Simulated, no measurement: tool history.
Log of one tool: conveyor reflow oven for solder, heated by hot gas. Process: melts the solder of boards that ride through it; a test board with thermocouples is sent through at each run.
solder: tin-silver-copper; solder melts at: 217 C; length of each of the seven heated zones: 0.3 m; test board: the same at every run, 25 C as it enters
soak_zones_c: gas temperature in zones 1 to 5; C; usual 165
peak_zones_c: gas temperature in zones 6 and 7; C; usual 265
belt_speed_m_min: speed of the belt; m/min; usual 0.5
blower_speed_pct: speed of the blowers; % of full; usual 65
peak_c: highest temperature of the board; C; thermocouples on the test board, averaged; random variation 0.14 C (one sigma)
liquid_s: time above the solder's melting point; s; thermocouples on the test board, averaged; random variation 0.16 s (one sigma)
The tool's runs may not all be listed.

run,hour,soak_zones_c,peak_zones_c,belt_speed_m_min,blower_speed_pct,peak_c,liquid_s
1,0,165,265,0.5,65,245.2,45.2
2,11.7,165,265,0.5,65,245.4,45.3
3,19.4,165,254,0.5,65,235.9,36.3
4,29.8,165,265,0.5,65,245.4,45.3
5,40.8,165,265,0.5,65,245.3,45.5
6,52.3,165,265,0.5,60,243.4,42.9
7,63.9,165,265,0.5,65,245.4,45.2
8,74.1,165,265,0.5,65,245.2,45.3
9,80,165,265,0.5,56,241.2,40.7
10,90.5,165,265,0.5,56,241.4,40.6
11,99.3,165,265,0.5,65,245.3,45.2
12,104.9,165,265,0.5,65,245,44.6
13,114.4,165,265,0.5,65,245.2,45
14,121.3,165,265,0.5,65,245.2,45.3
15,132.5,165,265,0.5,65,245,45.4
16,138,166,265,0.519,70,245.6,44.4
17,149.3,166,265,0.519,70,245.7,44.6
18,159.1,172,279,0.46,67,262,64.7
19,164.3,172,279,0.46,67,262.3,64.7
20,173.8,172,279,0.46,67,261.9,64.8
21,185.6,165,265,0.584,59,236.1,28.9
22,197.1,156,268,0.5,65,245.6,43.1
23,203.2,156,268,0.5,65,245.6,42.8
24,211.2,172,265,0.539,65,243.7,42
25,223.2,172,265,0.539,65,243.6,41.7
26,231.5,177,265,0.421,77,255.3,69.9
27,237.3,177,265,0.421,77,255.1,70
28,242.9,174,280,0.421,66,265.7,74
29,252.4,174,280,0.426,66,265.1,72.8
30,263.7,180,280,0.556,80,261.9,55.4

Some steps in peak_c between neighbouring runs. How much of each would the tool show without its hidden state too (settings, what came in, random variation), and how much is left for the hidden state, with any gauge scatter that isn't in both results?
The hidden state here: heat that the gas passes to the board, % of a clean oven's; belt's true speed, % of the reading; true gas temperature in zones 6 and 7 over the reading, C; drift of the gauge itself on peak_c, C; drift of the gauge itself on liquid_s, %.
Run 17 -> 18: soak_zones_c 166 -> 172, peak_zones_c 265 -> 279, belt_speed_m_min 0.519 -> 0.46, blower_speed_pct 70 -> 67. peak_c +16.3 C: hidden state +0.1, all else +16.2.
Run 20 -> 21: soak_zones_c 172 -> 165, peak_zones_c 279 -> 265, belt_speed_m_min 0.46 -> 0.584, blower_speed_pct 67 -> 59. peak_c -25.8 C: hidden state -0.2, all else -25.6.
Run 25 -> 26: soak_zones_c 172 -> 177, belt_speed_m_min 0.539 -> 0.421, blower_speed_pct 65 -> 77. peak_c +11.7 C: hidden state +0.3, all else +11.4.
Run 29 -> 30: soak_zones_c 174 -> 180, belt_speed_m_min 0.426 -> 0.556, blower_speed_pct 66 -> 80. peak_c -3.2 C: hidden state -0.4, all else -2.8.
